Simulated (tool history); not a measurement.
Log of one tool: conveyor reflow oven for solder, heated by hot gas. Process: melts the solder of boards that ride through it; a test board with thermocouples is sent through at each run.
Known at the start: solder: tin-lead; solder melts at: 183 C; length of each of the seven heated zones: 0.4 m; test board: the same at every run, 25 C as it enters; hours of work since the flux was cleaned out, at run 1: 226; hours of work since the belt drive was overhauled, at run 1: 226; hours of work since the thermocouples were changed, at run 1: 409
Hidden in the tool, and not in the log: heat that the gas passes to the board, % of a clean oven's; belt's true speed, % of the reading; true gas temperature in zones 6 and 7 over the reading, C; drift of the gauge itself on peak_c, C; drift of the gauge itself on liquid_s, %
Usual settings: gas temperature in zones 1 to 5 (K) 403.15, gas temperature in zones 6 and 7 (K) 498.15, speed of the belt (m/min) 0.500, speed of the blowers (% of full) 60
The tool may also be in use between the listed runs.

run   hour  gas temperature in zones 1 to 5 (K)  gas temperature in zones 6 and 7 (K)  speed of the belt (m/min)  speed of the blowers (% of full)  hours of work since the flux was cleaned out  hours of work since the belt drive was overhauled  hours of work since the thermocouples were changed  highest temperature of the board (K)  time above the solder's melting point (s)
  1    0.0                               403.15                                498.15                      0.500                                60                                           226                                                226                                                 409                                480.05                                       57.0
  2   32.3                               403.15                                498.15                      0.500                                60                                           246                                                246                                                 429                                480.35                                       56.9
  3   55.4                               403.15                                498.15                      0.500                                60                                           261                                                261                                                 444                                480.55                                       56.2
  4   85.8                               403.15                                498.15                      0.500                                60                                           280                                                280                                                 463                                480.25                                       56.2
     108.4  -- flux residue cleaned out of gas plates and filters
  5  123.1                               403.15                                498.15                      0.500                                60                                             9                                                301                                                 484                                480.25                                       57.3
  6  156.2                               403.15                                498.15                      0.484                                60                                            30                                                322                                                 505                                481.85                                       59.9
  7  176.7                               403.15                                505.15                      0.484                                72                                            43                                                335                                                 518                                489.85                                       70.1
  8  209.0                               403.15                                491.15                      0.500                                52                                            64                                                355                                                 538                                472.95                                       44.6
  9  241.4                               403.15                                507.15                      0.500                                76                                            84                                                376                                                 559                                491.55                                       70.0
 10  270.4                               403.15                                503.15                      0.500                                60                                           103                                                394                                                 577                                485.15                                       62.3
 11  290.0                               403.15                                495.15                      0.443                                53                                           115                                                406                                                 589                                479.55                                       64.1

4 ways to go on from here, each from the tool as it stands after run 11. What would each give?
  A  315.4                               394.15                                493.15                      0.500                                65                                           131                                                422                                                 606                                     ?                                          ?
  B  315.4                               417.15                                511.15                      0.500                                60                                           131                                                422                                                 606                                     ?                                          ?
  C  315.4                               391.15                                489.15                      0.500                                64                                           131                                                422                                                 606                                     ?                                          ?
  D  315.4                               403.15                                493.15                      0.500                                60                                           131                                                422                                                 606                                     ?                                          ?

run  highest temperature of the board (K)  time above the solder's melting point (s)
  A                                474.65                                       46.9
  B                                493.45                                       77.3
  C                                471.45                                       38.3
  D                                474.75                                       51.0
Without the tool's hidden state the same runs would have given:
run  highest temperature of the board (K)  time above the solder's melting point (s)
  A                                474.85                                       47.2
  B                                493.65                                       77.4
  C                                471.65                                       38.7
  D                                474.95                                       51.3
